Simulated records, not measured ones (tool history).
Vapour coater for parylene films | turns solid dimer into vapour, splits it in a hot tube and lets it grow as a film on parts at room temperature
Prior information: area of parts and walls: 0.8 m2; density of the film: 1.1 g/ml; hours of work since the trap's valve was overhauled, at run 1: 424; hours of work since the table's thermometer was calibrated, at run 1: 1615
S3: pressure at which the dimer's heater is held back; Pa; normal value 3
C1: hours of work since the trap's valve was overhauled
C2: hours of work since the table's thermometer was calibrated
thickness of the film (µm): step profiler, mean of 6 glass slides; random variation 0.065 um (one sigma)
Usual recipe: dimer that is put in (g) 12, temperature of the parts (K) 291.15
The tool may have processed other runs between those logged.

Run 1, day 0: usual settings; C1 424; C2 1615. Result: thickness of the film (µm) 7.57.
At day 1.908: trap's valve overhauled.
Run 2, day 2.671: usual settings; C1 15; C2 1665. Result: thickness of the film (µm) 7.6.
Run 3, day 5.879: usual settings but temperature of the parts (K) 290.15; C1 80; C2 1730. Result: thickness of the film (µm) 7.9.
Run 4, day 7.588: usual settings but temperature of the parts (K) 289.15; C1 114; C2 1764. Result: thickness of the film (µm) 8.11.
Run 5, day 9.921: usual settings but temperature of the parts (K) 289.15; C1 161; C2 1811. Result: thickness of the film (µm) 7.99.
Run 6, day 13.396: usual settings but temperature of the parts (K) 289.15; C1 231; C2 1881. Result: thickness of the film (µm) 7.96.
Run 7, day 15.429: usual settings; C1 272; C2 1922. Result: thickness of the film (µm) 7.65.
Run 8, day 18.954: usual settings; C1 343; C2 1993. Result: thickness of the film (µm) 7.67.
Run 9, day 20.721: usual settings; C1 379; C2 2029. Result: thickness of the film (µm) 7.63.
Run 10, day 24.204: usual settings; C1 449; C2 2099. Result: thickness of the film (µm) 7.67.
At day 25.021: trap's valve overhauled.
At day 27.471: table's thermometer calibrated.
Run 11, day 27.7: usual settings but S3 3.01 Pa; C1 53; C2 5. Result: thickness of the film (µm) 7.7.
Run 12, day 30.588: usual settings but S3 3.01 Pa; C1 111; C2 63. Result: thickness of the film (µm) 7.76.
Run 13, day 32.442: usual settings but S3 3.01 Pa; C1 149; C2 100. Result: thickness of the film (µm) 7.77.
Run 14, day 35.392: usual settings but dimer that is put in (g) 10, S3 6.57 Pa; C1 208; C2 159. Result: thickness of the film (µm) 5.72.
Run 15, day 37.042: usual settings but dimer that is put in (g) 13, S3 6.57 Pa; C1 241; C2 193. Result: thickness of the film (µm) 7.41.
Run 16, day 38.9: usual settings but temperature of the parts (K) 297.15, S3 8.1 Pa; C1 279; C2 230. Result: thickness of the film (µm) 5.78.

Run 17 has not been measured yet. What should we expect?
Run 17, day 41.362: usual settings but dimer that is put in (g) 9, temperature of the parts (K) 296.15, S3 9.71 Pa; C1 328; C2 280. Result: thickness of the film (µm) ?.

Run 17 produced thickness of the film (µm) 4.35.
If the tool had no hidden condition, the same run with the same run-to-run variation would have returned thickness of the film (µm) 4.37.

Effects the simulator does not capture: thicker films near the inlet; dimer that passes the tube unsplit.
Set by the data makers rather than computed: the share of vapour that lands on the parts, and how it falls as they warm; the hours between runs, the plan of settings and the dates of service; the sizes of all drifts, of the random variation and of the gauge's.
